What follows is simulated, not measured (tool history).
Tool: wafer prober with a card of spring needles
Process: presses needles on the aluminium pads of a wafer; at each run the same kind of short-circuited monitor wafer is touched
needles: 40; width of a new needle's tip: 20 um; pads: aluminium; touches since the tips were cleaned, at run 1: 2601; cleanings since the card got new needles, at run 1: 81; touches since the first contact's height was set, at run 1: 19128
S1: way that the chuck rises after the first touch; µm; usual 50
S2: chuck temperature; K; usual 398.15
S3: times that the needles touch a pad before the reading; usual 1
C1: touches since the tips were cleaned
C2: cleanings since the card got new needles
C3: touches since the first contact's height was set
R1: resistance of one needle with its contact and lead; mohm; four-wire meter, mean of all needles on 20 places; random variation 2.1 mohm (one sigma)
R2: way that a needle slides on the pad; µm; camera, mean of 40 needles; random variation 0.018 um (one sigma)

run	hour	S1	S2	S3	C1	C2	C3	R1	R2
1	0	50	398.15	1	2601	81	19128	289	6.91
# hour 4.7: tips cleaned on abrasive film
# hour 14.8: tips cleaned on abrasive film
# hour 26.7: tips cleaned on abrasive film
2	29.8	50	398.15	1	1495	84	33164	271	6.88
# hour 37.4: tips cleaned on abrasive film
# hour 49.1: tips cleaned on abrasive film
3	58.8	50	398.15	1	4605	86	46834	314	6.88
# hour 61.4: tips cleaned on abrasive film
# hour 72.8: tips cleaned on abrasive film
# hour 83.9: tips cleaned on abrasive film
4	83.9	50	348.15	1	0	89	58617	224	6.85
# hour 95.3: tips cleaned on abrasive film
# hour 107.3: tips cleaned on abrasive film
5	116.2	50	300.15	1	4248	91	73878	298	6.85
# hour 118.4: tips cleaned on abrasive film
# hour 128.4: tips cleaned on abrasive film
# hour 140.1: tips cleaned on abrasive film
# hour 151.8: tips cleaned on abrasive film
6	159.3	50	300.15	1	3527	95	94119	296	6.78
# hour 164.3: tips cleaned on abrasive film
# hour 174.4: tips cleaned on abrasive film
# hour 184.4: tips cleaned on abrasive film
7	187.4	50	300.15	1	1408	98	107331	264	6.81
# hour 195.6: tips cleaned on abrasive film
# hour 207.7: tips cleaned on abrasive film
# hour 219.8: tips cleaned on abrasive film
# hour 224.3: tips cleaned on abrasive film, once more
8	229.8	50	300.15	1	2611	102	127307	291	6.77
# hour 234.9: tips cleaned on abrasive film
# hour 246.9: tips cleaned on abrasive film
# hour 247.2: height of the first contact set anew
# hour 259.3: tips cleaned on abrasive film
# hour 271.1: tips cleaned on abrasive film
9	275.2	50	300.15	1	1913	106	13179	279	6.96
# hour 282.1: tips cleaned on abrasive film
# hour 294.3: tips cleaned on abrasive film
# hour 306.4: tips cleaned on abrasive film
# hour 317.3: tips cleaned on abrasive film
10	318.7	50	300.15	1	645	110	33654	241	6.92
# hour 328.1: tips cleaned on abrasive film
# hour 339.7: tips cleaned on abrasive film
# hour 352.1: tips cleaned on abrasive film
# hour 362.1: tips cleaned on abrasive film
11	363.8	66	364.15	1	789	114	54902	235	9.15
# hour 373.5: tips cleaned on abrasive film
# hour 385.2: tips cleaned on abrasive film
# hour 395.3: tips cleaned on abrasive film
12	401.3	50	361.15	3	2890	117	72601	249	6.84
# hour 406.4: tips cleaned on abrasive film
# hour 417.7: tips cleaned on abrasive film
# hour 430.1: tips cleaned on abrasive film
13	439	50	327.15	1	4211	120	90328	304	6.85
# hour 441.5: tips cleaned on abrasive film
# hour 451.6: tips cleaned on abrasive film
# hour 463.9: tips cleaned on abrasive film
14	469.3	31	305.15	1	2560	123	104578	430	4.2
# hour 476.4: tips cleaned on abrasive film
# hour 488.2: tips cleaned on abrasive film
15	489.9	50	386.15	1	799	125	114291	257	6.81
# hour 499.2: tips cleaned on abrasive film
# hour 510.8: tips cleaned on abrasive film
# hour 520.8: tips cleaned on abrasive film
# hour 532.7: tips cleaned on abrasive film
# hour 533: height of the first contact set anew
16	535	50	386.15	1	947	129	947	259	6.95
# hour 544.8: tips cleaned on abrasive film
# hour 554.8: tips cleaned on abrasive film
# hour 567.1: tips cleaned on abrasive film
# hour 578.6: tips cleaned on abrasive film
17	579.3	50	362.15	1	341	133	21823	242	6.93
# hour 589.4: tips cleaned on abrasive film
# hour 601.4: tips cleaned on abrasive film
# hour 613.4: tips cleaned on abrasive film
18	622.7	68	349.15	2	4421	136	42278	243	9.39
# hour 625.3: tips cleaned on abrasive film
# hour 637.7: tips cleaned on abrasive film
# hour 647.7: tips cleaned on abrasive film
# hour 657.7: tips cleaned on abrasive film
19	661.2	32	302.15	2	1632	140	60367	300	4.34

Forecast each of these 4 alternatives for the next run:
# hour 668.5: tips cleaned on abrasive film
# hour 678.5: tips cleaned on abrasive film
# hour 689.8: tips cleaned on abrasive film
A	691.6	61	366.15	2	840	143	74660	?	?
# hour 668.5: tips cleaned on abrasive film
# hour 678.5: tips cleaned on abrasive film
# hour 689.8: tips cleaned on abrasive film
B	691.6	65	398.15	2	840	143	74660	?	?
# hour 668.5: tips cleaned on abrasive film
# hour 678.5: tips cleaned on abrasive film
# hour 689.8: tips cleaned on abrasive film
C	691.6	46	370.15	1	840	143	74660	?	?
# hour 668.5: tips cleaned on abrasive film
# hour 678.5: tips cleaned on abrasive film
# hour 689.8: tips cleaned on abrasive film
D	691.6	30	398.15	1	840	143	74660	?	?

run	R1	R2
A	233	8.38
B	237	8.95
C	264	6.34
D	335	4.1
Without the tool's hidden state the same runs would have given:
run	R1	R2
A	216	8.48
B	222	9.06
C	219	6.44
D	236	4.21

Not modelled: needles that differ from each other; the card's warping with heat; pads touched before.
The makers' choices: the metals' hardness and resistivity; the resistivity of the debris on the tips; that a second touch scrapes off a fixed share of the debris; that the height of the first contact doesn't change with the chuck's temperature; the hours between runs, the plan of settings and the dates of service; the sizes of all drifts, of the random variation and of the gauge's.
